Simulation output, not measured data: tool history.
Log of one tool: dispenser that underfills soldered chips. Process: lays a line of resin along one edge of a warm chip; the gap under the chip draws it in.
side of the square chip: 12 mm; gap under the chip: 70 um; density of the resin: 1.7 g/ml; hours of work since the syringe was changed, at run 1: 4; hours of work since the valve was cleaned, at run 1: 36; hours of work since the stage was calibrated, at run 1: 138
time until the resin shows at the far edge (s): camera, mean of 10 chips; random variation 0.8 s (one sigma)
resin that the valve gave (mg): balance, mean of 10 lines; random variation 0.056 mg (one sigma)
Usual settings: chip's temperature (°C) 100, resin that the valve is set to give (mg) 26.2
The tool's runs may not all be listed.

run,hour,chip's temperature (°C),resin that the valve is set to give (mg),hours of work since the syringe was changed,hours of work since the valve was cleaned,hours of work since the stage was calibrated,time until the resin shows at the far edge (s),resin that the valve gave (mg)
1,0,100,26.2,4,36,138,90.3,25.68
# hour 5.4: new syringe of resin
2,7.1,100,26.2,1,41,143,77.3,25.56
# hour 8.7: dispensing valve cleaned and set on the balance
3,14.1,113,26.2,6,4,147,69.5,26.26
# hour 17.6: new syringe of resin
4,22.9,113,26.2,4,10,153,63.2,26.09
# hour 28.8: new syringe of resin
5,28.8,100,26.2,0,14,157,72.9,26.11
6,38.9,100,26.2,7,22,165,109.4,25.76
# hour 39.8: new syringe of resin
7,46.1,100,26.2,5,27,170,95,25.83
# hour 51: new syringe of resin
8,52,100,27,1,31,174,75.4,26.34
# hour 61.7: new syringe of resin
9,61.7,100,27,0,38,181,73.1,26.36
# hour 68: dispensing valve cleaned and set on the balance
10,69,102,26.2,5,1,185,88.8,26.19
# hour 74: new syringe of resin
11,74.9,102,26.2,1,5,189,71.3,26.14
12,84.3,100,24.9,8,12,196,112.6,24.72
# hour 85.1: new syringe of resin
13,91.8,100,26.2,5,17,201,95.4,25.93
# hour 95.8: new syringe of resin
14,102.2,100,26.2,5,24,209,95,25.74
# hour 107: new syringe of resin
15,110.7,100,26.2,3,30,215,84.3,25.63
16,115.1,100,26.2,6,34,218,100.8,25.65
# hour 117.7: new syringe of resin
17,124,89,31.8,5,40,224,128.2,30.97
# hour 127.9: dispensing valve cleaned and set on the balance
# hour 129.7: new syringe of resin
18,130.3,106,22.5,0,2,228,64.2,22.51
19,135.2,90,25.3,4,5,232,120,25.18
# hour 140.7: new syringe of resin
20,141,102,33.7,0,9,236,66.8,33.52
21,150.1,93,27,7,16,242,127.5,26.75
# hour 151.8: new syringe of resin
22,159.5,98,23.7,6,22,249,107.9,23.33
# hour 162.6: new syringe of resin
23,168.9,98,23.7,5,29,256,103.4,23.34
# hour 173.7: new syringe of resin
24,175.8,105,31,1,34,260,65.2,30.39
# hour 184.5: new syringe of resin
# hour 187.6: dispensing valve cleaned and set on the balance
25,187.7,87,26.2,2,0,268,116,26.21
# hour 196.3: new syringe of resin
26,198.9,90,32.9,2,8,276,102.7,32.61
# hour 207.2: new syringe of resin
27,209,92,31.7,1,15,283,93.9,31.35
28,217.4,92,31.7,7,21,289,135,31.17
# hour 218.5: new syringe of resin
29,226.2,92,31.7,6,28,296,121.6,31.06
# hour 229.9: new syringe of resin
30,231.6,102,32.1,1,31,299,71.5,31.44

Run 31 comes next. What will it give?
# hour 240.7: new syringe of resin
31,240.7,111,33.7,0,38,306,?,?

{"run 31": {"time until the resin shows at the far edge (s)": 51.3, "resin that the valve gave (mg)": 32.95}}
Without the tool's hidden state the same run would have given time until the resin shows at the far edge (s) 52.9, resin that the valve gave (mg) 33.78.

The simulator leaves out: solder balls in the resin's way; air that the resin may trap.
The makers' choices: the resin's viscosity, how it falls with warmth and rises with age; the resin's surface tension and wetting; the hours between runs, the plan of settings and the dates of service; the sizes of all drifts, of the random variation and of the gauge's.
